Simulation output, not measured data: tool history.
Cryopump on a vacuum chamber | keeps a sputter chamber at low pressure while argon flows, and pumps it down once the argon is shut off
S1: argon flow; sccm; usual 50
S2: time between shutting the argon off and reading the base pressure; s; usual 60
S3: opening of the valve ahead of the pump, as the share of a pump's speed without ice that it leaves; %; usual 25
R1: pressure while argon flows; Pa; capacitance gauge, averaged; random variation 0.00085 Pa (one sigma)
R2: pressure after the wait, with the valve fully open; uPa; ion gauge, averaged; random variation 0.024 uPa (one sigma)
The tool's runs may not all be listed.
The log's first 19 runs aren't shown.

run	day	S1	S2	S3	R1	R2
20	19.983	30	94	20	0.129	1.01
21	21.146	35	94	44	0.0716	1.01
22	22.517	35	94	44	0.07	1.01
23	23.396	35	94	44	0.0704	1.04
24	24.025	50	60	24	0.182	1.3
25	25.367	41	46	30	0.1224	1.53
26	26.583	30	60	16	0.163	1.36
27	27.571	30	60	16	0.1639	1.39
28	28.238	42	25	25	0.1481	2.35
29	29.392	42	25	25	0.1485	2.37
30	30.008	90	35	38	0.2143	1.86

5 ways to go on from here, each from the tool as it stands after run 30. What would each give?
A	31.438	90	35	51	?	?
B	31.438	50	176	25	?	?
C	31.438	35	84	46	?	?
D	31.438	45	60	58	?	?
E	31.438	97	203	38	?	?

run	R1	R2
A	0.1625	1.89
B	0.1776	0.91
C	0.0698	1.22
D	0.0712	1.4
E	0.2296	0.92
Without the tool's hidden state the same runs would have given:
run	R1	R2
A	0.1512	1.37
B	0.1714	0.38
C	0.0654	0.69
D	0.0656	0.87
E	0.2175	0.38

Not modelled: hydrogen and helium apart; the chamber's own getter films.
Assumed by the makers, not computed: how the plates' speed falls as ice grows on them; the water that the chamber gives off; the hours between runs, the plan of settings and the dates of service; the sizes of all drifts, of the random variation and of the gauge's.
